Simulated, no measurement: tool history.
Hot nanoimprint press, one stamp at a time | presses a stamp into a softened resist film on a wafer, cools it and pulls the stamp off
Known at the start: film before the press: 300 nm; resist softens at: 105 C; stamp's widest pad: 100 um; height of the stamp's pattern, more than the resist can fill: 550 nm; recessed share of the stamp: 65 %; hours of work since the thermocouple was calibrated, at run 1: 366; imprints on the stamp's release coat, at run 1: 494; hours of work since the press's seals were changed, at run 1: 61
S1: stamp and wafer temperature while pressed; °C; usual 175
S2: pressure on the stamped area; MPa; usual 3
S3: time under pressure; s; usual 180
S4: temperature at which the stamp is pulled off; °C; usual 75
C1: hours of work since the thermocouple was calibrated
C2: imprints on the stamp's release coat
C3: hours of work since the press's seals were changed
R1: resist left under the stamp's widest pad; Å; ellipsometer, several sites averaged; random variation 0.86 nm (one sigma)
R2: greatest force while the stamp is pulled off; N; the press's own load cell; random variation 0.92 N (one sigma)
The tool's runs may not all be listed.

{"run": 1, "hour": 0.0, "S1": 175, "S2": 3, "S3": 180, "S4": 75, "C1": 366, "C2": 494, "C3": 61, "R1": 1612, "R2": 118.6}
{"hour": 16.0, "done": "stamp cleaned and given a new release coat"}
{"hour": 42.0, "done": "plate thermocouple calibrated"}
{"run": 2, "hour": 43.1, "S1": 175, "S2": 3, "S3": 180, "S4": 75, "C1": 1, "C2": 58, "C3": 83, "R1": 1551, "R2": 110.4}
{"run": 3, "hour": 82.0, "S1": 175, "S2": 3, "S3": 180, "S4": 75, "C1": 26, "C2": 151, "C3": 108, "R1": 1562, "R2": 113.5}
{"run": 4, "hour": 107.5, "S1": 175, "S2": 3, "S3": 180, "S4": 75, "C1": 42, "C2": 212, "C3": 125, "R1": 1575, "R2": 113.9}
{"run": 5, "hour": 143.3, "S1": 175, "S2": 3, "S3": 180, "S4": 75, "C1": 65, "C2": 298, "C3": 148, "R1": 1570, "R2": 115.3}
{"run": 6, "hour": 176.8, "S1": 175, "S2": 3, "S3": 110, "S4": 75, "C1": 87, "C2": 379, "C3": 170, "R1": 1836, "R2": 114.8}
{"run": 7, "hour": 213.4, "S1": 175, "S2": 3, "S3": 180, "S4": 75, "C1": 111, "C2": 466, "C3": 193, "R1": 1569, "R2": 115}
{"run": 8, "hour": 230.6, "S1": 175, "S2": 3, "S3": 180, "S4": 75, "C1": 122, "C2": 508, "C3": 204, "R1": 1559, "R2": 117.3}
{"hour": 242.3, "done": "stamp cleaned and given a new release coat"}
{"run": 9, "hour": 272.4, "S1": 175, "S2": 3, "S3": 180, "S4": 75, "C1": 145, "C2": 72, "C3": 228, "R1": 1573, "R2": 111.8}
{"run": 10, "hour": 296.3, "S1": 175, "S2": 3, "S3": 180, "S4": 77, "C1": 160, "C2": 130, "C3": 243, "R1": 1562, "R2": 108.4}
{"run": 11, "hour": 335.0, "S1": 175, "S2": 3, "S3": 180, "S4": 77, "C1": 185, "C2": 223, "C3": 268, "R1": 1577, "R2": 110.9}
{"run": 12, "hour": 351.0, "S1": 175, "S2": 2.19, "S3": 180, "S4": 77, "C1": 196, "C2": 261, "C3": 278, "R1": 1758, "R2": 111.5}
{"run": 13, "hour": 384.8, "S1": 175, "S2": 2.19, "S3": 180, "S4": 77, "C1": 217, "C2": 342, "C3": 300, "R1": 1775, "R2": 113.3}
{"run": 14, "hour": 414.5, "S1": 175, "S2": 2.78, "S3": 180, "S4": 75, "C1": 237, "C2": 413, "C3": 319, "R1": 1636, "R2": 118.3}
{"run": 15, "hour": 446.5, "S1": 175, "S2": 2.78, "S3": 180, "S4": 75, "C1": 257, "C2": 490, "C3": 340, "R1": 1608, "R2": 117.2}
{"hour": 465.5, "done": "stamp cleaned and given a new release coat"}
{"run": 16, "hour": 472.0, "S1": 172, "S2": 3, "S3": 180, "S4": 60, "C1": 270, "C2": 15, "C3": 352, "R1": 1795, "R2": 143.3}
{"run": 17, "hour": 493.6, "S1": 179, "S2": 3, "S3": 95, "S4": 60, "C1": 284, "C2": 67, "C3": 366, "R1": 1699, "R2": 143.3}
{"run": 18, "hour": 521.2, "S1": 179, "S2": 3, "S3": 95, "S4": 60, "C1": 302, "C2": 133, "C3": 384, "R1": 1706, "R2": 146.8}
{"run": 19, "hour": 557.4, "S1": 175, "S2": 2.14, "S3": 95, "S4": 75, "C1": 325, "C2": 220, "C3": 408, "R1": 2151, "R2": 115.1}
{"run": 20, "hour": 588.4, "S1": 175, "S2": 4.79, "S3": 180, "S4": 75, "C1": 345, "C2": 295, "C3": 428, "R1": 1349, "R2": 114.9}
{"run": 21, "hour": 606.4, "S1": 175, "S2": 4.79, "S3": 180, "S4": 75, "C1": 357, "C2": 338, "C3": 439, "R1": 1339, "R2": 114.5}
{"run": 22, "hour": 624.7, "S1": 175, "S2": 4.79, "S3": 180, "S4": 70, "C1": 368, "C2": 382, "C3": 451, "R1": 1337, "R2": 126}
{"run": 23, "hour": 652.2, "S1": 165, "S2": 3.11, "S3": 180, "S4": 75, "C1": 386, "C2": 448, "C3": 469, "R1": 2285, "R2": 117.4}
{"hour": 657.4, "done": "plate thermocouple calibrated"}
{"hour": 690.2, "done": "stamp cleaned and given a new release coat"}
{"run": 24, "hour": 698.5, "S1": 165, "S2": 3.89, "S3": 217, "S4": 75, "C1": 23, "C2": 20, "C3": 493, "R1": 1994, "R2": 111.5}
{"run": 25, "hour": 733.8, "S1": 165, "S2": 3.89, "S3": 217, "S4": 75, "C1": 45, "C2": 105, "C3": 516, "R1": 1993, "R2": 111.7}
{"run": 26, "hour": 768.6, "S1": 177, "S2": 1.81, "S3": 351, "S4": 77, "C1": 68, "C2": 188, "C3": 538, "R1": 1342, "R2": 110.4}
{"run": 27, "hour": 797.7, "S1": 175, "S2": 3, "S3": 224, "S4": 75, "C1": 87, "C2": 258, "C3": 557, "R1": 1438, "R2": 114.8}
{"run": 28, "hour": 827.6, "S1": 165, "S2": 3, "S3": 128, "S4": 75, "C1": 106, "C2": 329, "C3": 576, "R1": 2387, "R2": 113.5}
{"run": 29, "hour": 865.1, "S1": 180, "S2": 1.89, "S3": 234, "S4": 83, "C1": 130, "C2": 419, "C3": 600, "R1": 1373, "R2": 98.9}

Some steps in R1 between neighbouring runs. How much of each would the tool show without its hidden state too (settings, what came in, random variation), and how much is left for the hidden state, with any gauge scatter that isn't in both results?
The hidden state here: true temperature over the reading, C; pressure that arrives at the usual setting, %; grip of the stamp's worn release coat, % over a new coat's; drift of the gauge itself on residual_nm, %; drift of the gauge itself on pull_off_n, %.
Run 1 -> 2: stamp cleaned and given a new release coat, plate thermocouple calibrated. R1 -61 Å: hidden state -50, all else -11.
Run 23 -> 24: S2 3.11 -> 3.89, S3 180 -> 217, plate thermocouple calibrated, stamp cleaned and given a new release coat. R1 -291 Å: hidden state -36, all else -255.
Run 27 -> 28: S1 175 -> 165, S3 224 -> 128. R1 +949 Å: hidden state +0, all else +949.
Run 28 -> 29: S1 165 -> 180, S2 3 -> 1.89, S3 128 -> 234, S4 75 -> 83. R1 -1014 Å: hidden state +0, all else -1014.

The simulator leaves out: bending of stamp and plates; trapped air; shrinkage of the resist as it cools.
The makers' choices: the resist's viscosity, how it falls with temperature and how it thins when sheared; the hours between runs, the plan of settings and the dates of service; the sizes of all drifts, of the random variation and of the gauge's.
